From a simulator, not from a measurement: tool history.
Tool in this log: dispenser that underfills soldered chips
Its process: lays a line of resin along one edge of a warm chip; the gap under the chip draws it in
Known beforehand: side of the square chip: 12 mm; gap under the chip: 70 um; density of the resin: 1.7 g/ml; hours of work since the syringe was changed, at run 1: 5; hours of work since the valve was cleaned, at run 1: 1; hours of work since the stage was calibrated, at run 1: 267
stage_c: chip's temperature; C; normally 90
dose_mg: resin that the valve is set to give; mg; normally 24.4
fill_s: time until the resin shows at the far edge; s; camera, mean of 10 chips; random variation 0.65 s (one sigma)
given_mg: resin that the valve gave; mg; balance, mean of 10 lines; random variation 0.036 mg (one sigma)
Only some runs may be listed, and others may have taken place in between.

| run | hour | stage_c | dose_mg | hours of work since the syringe was changed | hours of work since the valve was cleaned | hours of work since the stage was calibrated | fill_s | given_mg |
|---|---|---|---|---|---|---|---|---|
| 1 | 0 | 90 | 24.4 | 5 | 1 | 267 | 71.4 | 24.3 |
|  | 1.6 | new syringe of resin |
|  | 9.4 | new syringe of resin |
| 2 | 10 | 90 | 24.4 | 0 | 8 | 275 | 57.8 | 24.15 |
|  | 17.6 | new syringe of resin |
| 3 | 19 | 90 | 31.4 | 1 | 15 | 281 | 55.9 | 30.99 |
|  | 25.4 | new syringe of resin |
| 4 | 26.5 | 90 | 31.4 | 1 | 21 | 287 | 57.6 | 30.87 |
|  | 33.2 | new syringe of resin |
| 5 | 33.2 | 90 | 24.4 | 0 | 26 | 292 | 55.1 | 23.92 |
| 6 | 39.2 | 90 | 24.4 | 5 | 31 | 297 | 71.5 | 23.91 |
|  | 41.2 | new syringe of resin |
| 7 | 43.9 | 90 | 25.9 | 2 | 34 | 300 | 60 | 25.21 |
|  | 49.2 | new syringe of resin |
| 8 | 49.8 | 96 | 25.9 | 0 | 38 | 305 | 44.3 | 25.21 |
|  | 55.4 | dispensing valve cleaned and set on the balance |
|  | 58.4 | new syringe of resin |
| 9 | 61.8 | 96 | 25.9 | 3 | 5 | 313 | 49.9 | 25.87 |
|  | 66 | new syringe of resin |
| 10 | 67.4 | 93 | 21 | 1 | 9 | 318 | 53.8 | 20.94 |
|  | 74.3 | new syringe of resin |
| 11 | 74.3 | 91 | 23.1 | 0 | 14 | 323 | 53.8 | 22.98 |
| 12 | 80.8 | 91 | 23.1 | 5 | 19 | 328 | 71 | 22.93 |

Consider 4 possible next runs. They are alternatives, not a sequence: every one starts from the tool as it was left by run 12. What does each give?
|  | 82 | new syringe of resin |
|  | 89.7 | new syringe of resin |
| A | 91.2 | 80 | 24.4 | 1 | 27 | 336 | ? | ? |
|  | 82 | new syringe of resin |
|  | 89.7 | new syringe of resin |
| B | 91.2 | 93 | 23.1 | 1 | 27 | 336 | ? | ? |
|  | 82 | new syringe of resin |
|  | 89.7 | new syringe of resin |
| C | 91.2 | 86 | 28 | 1 | 27 | 336 | ? | ? |
|  | 82 | new syringe of resin |
|  | 89.7 | new syringe of resin |
| D | 91.2 | 98 | 22.4 | 1 | 27 | 336 | ? | ? |

| run | fill_s | given_mg |
|---|---|---|
| A | 85.6 | 24.04 |
| B | 50.4 | 22.78 |
| C | 64.4 | 27.63 |
| D | 42.9 | 22.11 |
Without the tool's unlogged condition, the same runs would have read:
| run | fill_s | given_mg |
|---|---|---|
| A | 86 | 24.36 |
| B | 50.4 | 23.08 |
| C | 64.6 | 28 |
| D | 42.8 | 22.41 |
